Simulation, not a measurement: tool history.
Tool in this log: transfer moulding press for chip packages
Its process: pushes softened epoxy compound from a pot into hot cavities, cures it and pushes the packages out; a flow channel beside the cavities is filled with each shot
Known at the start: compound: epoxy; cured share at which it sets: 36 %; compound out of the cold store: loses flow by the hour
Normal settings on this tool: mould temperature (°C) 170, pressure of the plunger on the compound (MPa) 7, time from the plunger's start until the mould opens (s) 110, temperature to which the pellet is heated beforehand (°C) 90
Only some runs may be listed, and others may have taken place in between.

run	hour	mould temperature (°C)	pressure of the plunger on the compound (MPa)	time from the plunger's start until the mould opens (s)	temperature to which the pellet is heated beforehand (°C)	incoming compound's hours out of the cold store	length that the compound runs in the flow channel (mm)	greatest force on the pins that push the packages out (N)
1	0	170	7	110	90	47	695	243
2	7.4	170	7	110	90	12	751	280
3	11.9	170	7	110	90	36.3	716	277
4	21.9	170	7	110	90	21.3	735	296
5	27	170	7	110	90	16.7	744	327
6	36.9	170	8.62	110	90	26.8	807	327
7	42.5	170	8.62	110	90	31.5	796	331
# hour 44.8: cavities cleaned with cleaning compound and waxed
8	50.2	170	8.62	110	90	47.6	770	251
9	59.8	170	8.62	110	90	11.9	832	286
10	64.3	170	7	91	90	25.8	721	401
11	69.7	170	7	91	90	23.2	727	442
12	79.7	170	7	91	90	20.6	732	477
13	88.1	170	7	110	90	47.8	689	323
# hour 91.1: cavities cleaned with cleaning compound and waxed
14	94.6	170	7	110	90	45.6	693	236
15	100.6	170	6.13	110	86	17.5	689	267
16	106	170	6.13	110	86	26	672	295
17	112.3	169	6.13	110	85	16.3	692	331
18	117.2	172	7	110	85	22.8	716	283
19	127.3	172	7	110	85	42.6	683	305
# hour 137.4: cavities cleaned with cleaning compound and waxed
20	139	172	7	110	85	44.2	683	220
21	148.3	172	5.79	107	92	26.5	644	252
22	153.5	172	5.79	107	92	36	632	254
23	161.5	172	5.79	107	92	31.3	630	288
24	172	172	5.79	107	92	25.8	640	310
25	176.8	175	7.13	112	81	42.7	681	285
# hour 183.7: cavities cleaned with cleaning compound and waxed
26	186.6	170	7.37	110	90	33.6	722	244
27	192.5	171	7	110	85	13.5	728	256
28	201.7	170	8.24	110	90	18.7	781	299

Consider 4 possible next runs. They are alternatives, not a sequence: every one starts from the tool as it was left by run 28. What does each give?
A	207.2	171	5.93	107	90	14.4	?	?
B	207.2	170	6.02	110	90	26	?	?
C	207.2	170	6.68	131	99	42.5	?	?
D	207.2	170	5.72	122	90	41.9	?	?

run	length that the compound runs in the flow channel (mm)	greatest force on the pins that push the packages out (N)
A	668	304
B	656	299
C	667	251
D	620	267
Stripped of hidden state, with their random variation kept, the same runs would have yielded:
run	length that the compound runs in the flow channel (mm)	greatest force on the pins that push the packages out (N)
A	707	235
B	695	231
C	706	196
D	656	208
